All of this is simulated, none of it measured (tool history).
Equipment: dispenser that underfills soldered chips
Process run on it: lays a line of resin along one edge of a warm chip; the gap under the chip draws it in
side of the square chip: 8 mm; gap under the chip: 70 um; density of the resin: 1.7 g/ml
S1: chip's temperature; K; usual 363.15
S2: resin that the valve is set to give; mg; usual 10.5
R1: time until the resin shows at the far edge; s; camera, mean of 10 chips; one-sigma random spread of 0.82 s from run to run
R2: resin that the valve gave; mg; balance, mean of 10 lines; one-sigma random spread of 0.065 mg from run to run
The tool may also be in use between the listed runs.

Run 1, hour 0: usual settings. Result: R1 107.6 s, R2 9.74 mg.
At hour 2.8: new syringe of resin.
Run 2, hour 8.5: usual settings. Result: R1 105.5 s, R2 9.65 mg.
At hour 11.6: new syringe of resin.
Run 3, hour 16.2: usual settings. Result: R1 98.9 s, R2 9.48 mg.
At hour 20.3: new syringe of resin.
Run 4, hour 20.7: usual settings. Result: R1 78.2 s, R2 9.5 mg.
At hour 29.4: new syringe of resin.
Run 5, hour 29.4: usual settings. Result: R1 79.5 s, R2 9.49 mg.
Run 6, hour 34.3: usual settings. Result: R1 102 s, R2 9.43 mg.
At hour 38.4: new syringe of resin.
Run 7, hour 42.6: usual settings. Result: R1 99.7 s, R2 9.42 mg.
At hour 47.3: new syringe of resin.
Run 8, hour 51.7: usual settings. Result: R1 99.4 s, R2 9.38 mg.
At hour 54.2: dispensing valve cleaned and set on the balance.
At hour 57.5: new syringe of resin.
Run 9, hour 58.1: usual settings. Result: R1 78.9 s, R2 10.47 mg.
Run 10, hour 62.2: usual settings. Result: R1 98.7 s, R2 10.46 mg.
At hour 66.6: new syringe of resin.
Run 11, hour 69.8: usual settings but S2 10.3 mg. Result: R1 88.6 s, R2 10.27 mg.
Run 12, hour 74.5: usual settings but S2 10.3 mg. Result: R1 115.5 s, R2 10.11 mg.
At hour 75.7: new syringe of resin.
Run 13, hour 79.5: usual settings but S2 12.2 mg. Result: R1 91.1 s, R2 12.19 mg.
Run 14, hour 83.7: usual settings but S2 12.2 mg. Result: R1 114.8 s, R2 12.16 mg.
At hour 84.7: new syringe of resin.
Run 15, hour 92.5: usual settings but S2 11.4 mg. Result: R1 114.7 s, R2 11.18 mg.
At hour 93.7: new syringe of resin.
Run 16, hour 101: usual settings but S2 11.4 mg. Result: R1 108.8 s, R2 11.09 mg.
At hour 103.2: new syringe of resin.
Run 17, hour 110.2: usual settings but S2 11.4 mg. Result: R1 109.6 s, R2 10.98 mg.
At hour 112.6: new syringe of resin.
Run 18, hour 115.8: usual settings but S2 11.4 mg. Result: R1 87.6 s, R2 11.04 mg.
At hour 121.3: new syringe of resin.
Run 19, hour 122.6: usual settings but S2 10.7 mg. Result: R1 81.8 s, R2 10.26 mg.
Run 20, hour 128: usual settings but S1 365.15 K, S2 10.3 mg. Result: R1 102.2 s, R2 9.93 mg.
At hour 130.1: new syringe of resin.
Run 21, hour 137.1: usual settings but S1 365.15 K, S2 10.3 mg. Result: R1 104.8 s, R2 9.81 mg.
At hour 139.3: new syringe of resin.
Run 22, hour 142.6: usual settings but S1 365.15 K, S2 10.3 mg. Result: R1 85.6 s, R2 9.84 mg.
At hour 147.9: new syringe of resin.
Run 23, hour 150.6: usual settings but S1 365.15 K, S2 10.3 mg. Result: R1 82.5 s, R2 9.88 mg.
At hour 157: new syringe of resin.
Run 24, hour 157.5: usual settings but S1 355.15 K, S2 10.7 mg. Result: R1 108.8 s, R2 10.2 mg.
Run 25, hour 164.4: usual settings but S1 366.15 K. Result: R1 100 s, R2 9.89 mg.
At hour 166.3: new syringe of resin.
Run 26, hour 169.1: usual settings but S1 358.15 K, S2 12.1 mg. Result: R1 104.7 s, R2 11.47 mg.
At hour 175.2: new syringe of resin.
Run 27, hour 175.8: usual settings but S1 372.15 K, S2 10.4 mg. Result: R1 56.5 s, R2 9.79 mg.
Run 28, hour 181: usual settings but S1 371.15 K, S2 13.6 mg. Result: R1 74.7 s, R2 12.74 mg.
At hour 184: new syringe of resin.
Run 29, hour 188.2: usual settings but S1 351.15 K. Result: R1 155.5 s, R2 9.81 mg.
At hour 193.4: new syringe of resin.
Run 30, hour 197.7: usual settings but S1 351.15 K. Result: R1 155.7 s, R2 9.64 mg.
Run 31, hour 201.7: usual settings but S1 364.15 K, S2 9.7 mg. Result: R1 119.3 s, R2 9.05 mg.
At hour 202.6: new syringe of resin.
Run 32, hour 208.2: usual settings but S1 368.15 K, S2 10.7 mg. Result: R1 85.1 s, R2 9.9 mg.
At hour 211.4: new syringe of resin.
Run 33, hour 214: usual settings but S1 373.15 K, S2 9.2 mg. Result: R1 64.6 s, R2 8.42 mg.
Run 34, hour 218.6: usual settings but S1 373.15 K, S2 9.2 mg. Result: R1 82.1 s, R2 8.42 mg.
At hour 220.2: new syringe of resin.
Run 35, hour 226.7: usual settings but S1 373.15 K, S2 9.2 mg. Result: R1 79.9 s, R2 8.41 mg.

3 options for the next run, each taken on its own from the tool as it stands now. Forecast them:
At hour 228.9: new syringe of resin.
Run A, hour 231.4: usual settings but S1 373.15 K, S2 12.2 mg. Result: R1 ?, R2 ?.
At hour 228.9: new syringe of resin.
Run B, hour 231.4: usual settings but S1 355.15 K, S2 12.4 mg. Result: R1 ?, R2 ?.
At hour 228.9: new syringe of resin.
Run C, hour 231.4: usual settings but S1 366.15 K, S2 9.6 mg. Result: R1 ?, R2 ?.

run     R1     R2
  A   57.5  11.18
  B  114.5  11.29
  C   81.8   8.75
What these runs would have given with no unlogged condition in the tool:
run     R1     R2
  A   50.5  12.27
  B  100.9   12.4
  C   70.4    9.6

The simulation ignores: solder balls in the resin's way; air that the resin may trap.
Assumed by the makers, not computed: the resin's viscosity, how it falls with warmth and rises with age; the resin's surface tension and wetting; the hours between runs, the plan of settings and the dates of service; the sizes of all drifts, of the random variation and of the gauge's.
